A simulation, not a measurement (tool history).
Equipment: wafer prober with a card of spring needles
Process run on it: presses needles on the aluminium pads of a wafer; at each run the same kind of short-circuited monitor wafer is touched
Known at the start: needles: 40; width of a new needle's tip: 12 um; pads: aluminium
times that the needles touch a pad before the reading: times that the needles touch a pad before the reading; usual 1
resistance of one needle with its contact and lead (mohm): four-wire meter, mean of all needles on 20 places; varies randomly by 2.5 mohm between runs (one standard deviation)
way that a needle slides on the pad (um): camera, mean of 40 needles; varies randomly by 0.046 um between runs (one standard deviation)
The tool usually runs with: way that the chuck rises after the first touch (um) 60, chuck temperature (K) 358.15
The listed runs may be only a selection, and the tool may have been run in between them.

run	hour	way that the chuck rises after the first touch (um)	chuck temperature (K)	times that the needles touch a pad before the reading	resistance of one needle with its contact and lead (mohm)	way that a needle slides on the pad (um)
1	0.0	60	358.15	1	286	13.85
# hour 6.5: tips cleaned on abrasive film
# hour 8.9: height of the first contact set anew
2	12.4	51	358.15	1	285	11.82
# hour 15.3: tips cleaned on abrasive film
3	23.1	51	358.15	1	289	11.91
# hour 24.4: tips cleaned on abrasive film
# hour 32.6: tips cleaned on abrasive film
4	34.7	55	358.15	1	285	12.83
5	40.4	55	358.15	1	285	12.78
# hour 41.1: tips cleaned on abrasive film
6	48.6	43	358.15	1	290	10.02
# hour 50.4: tips cleaned on abrasive film
7	56.7	43	358.15	1	294	10.05
# hour 59.6: tips cleaned on abrasive film
8	67.6	43	358.15	1	292	10.01
# hour 68.6: tips cleaned on abrasive film
# hour 77.4: tips cleaned on abrasive film
9	80.0	51	358.15	1	287	11.80
10	85.3	51	358.15	1	284	11.93
# hour 86.3: tips cleaned on abrasive film
11	92.0	51	358.15	1	286	11.87
# hour 94.5: tips cleaned on abrasive film
12	100.4	60	358.15	1	288	13.96
# hour 103.5: tips cleaned on abrasive film
13	110.8	60	308.15	1	269	13.95
# hour 112.1: tips cleaned on abrasive film
14	118.9	60	308.15	1	270	14.03
# hour 121.4: tips cleaned on abrasive film
15	124.1	60	308.15	3	271	13.94
# hour 129.7: tips cleaned on abrasive film
16	136.5	42	300.15	2	276	9.77
# hour 138.1: tips cleaned on abrasive film
17	145.8	46	371.15	1	294	10.60
# hour 146.7: tips cleaned on abrasive film
18	153.8	46	371.15	1	293	10.70
# hour 155.4: tips cleaned on abrasive film
19	162.9	46	371.15	1	291	10.76
# hour 163.6: tips cleaned on abrasive film
20	168.3	78	358.15	2	281	18.18
# hour 172.2: tips cleaned on abrasive film
# hour 175.4: height of the first contact set anew
21	178.6	49	335.15	1	282	11.48
# hour 180.7: tips cleaned on abrasive film
22	188.5	43	358.15	2	290	10.06
# hour 189.8: tips cleaned on abrasive film
# hour 198.5: tips cleaned on abrasive film
23	200.3	60	344.15	1	285	14.03
# hour 206.9: tips cleaned on abrasive film
24	209.4	44	308.15	3	277	10.27
# hour 215.5: tips cleaned on abrasive film
25	220.9	44	308.15	2	275	10.32
# hour 223.7: tips cleaned on abrasive film
26	228.0	60	358.15	2	287	14.00
# hour 232.2: tips cleaned on abrasive film
27	236.3	60	358.15	2	287	14.19
# hour 240.4: tips cleaned on abrasive film
28	247.4	60	366.15	2	288	14.08
# hour 248.8: tips cleaned on abrasive film
# hour 257.7: tips cleaned on abrasive film
29	258.1	60	366.15	2	290	14.12

Forecast each of these 3 alternatives for the next run:
# hour 266.9: tips cleaned on abrasive film
A	268.6	68	330.15	2	?	?
# hour 266.9: tips cleaned on abrasive film
B	268.6	65	358.15	1	?	?
# hour 266.9: tips cleaned on abrasive film
C	268.6	45	375.15	2	?	?

run	resistance of one needle with its contact and lead (mohm)	way that a needle slides on the pad (um)
A	278	15.99
B	289	15.28
C	296	10.58
Without the tool's unlogged condition, the same runs would have read:
run	resistance of one needle with its contact and lead (mohm)	way that a needle slides on the pad (um)
A	278	15.75
B	289	15.05
C	295	10.43

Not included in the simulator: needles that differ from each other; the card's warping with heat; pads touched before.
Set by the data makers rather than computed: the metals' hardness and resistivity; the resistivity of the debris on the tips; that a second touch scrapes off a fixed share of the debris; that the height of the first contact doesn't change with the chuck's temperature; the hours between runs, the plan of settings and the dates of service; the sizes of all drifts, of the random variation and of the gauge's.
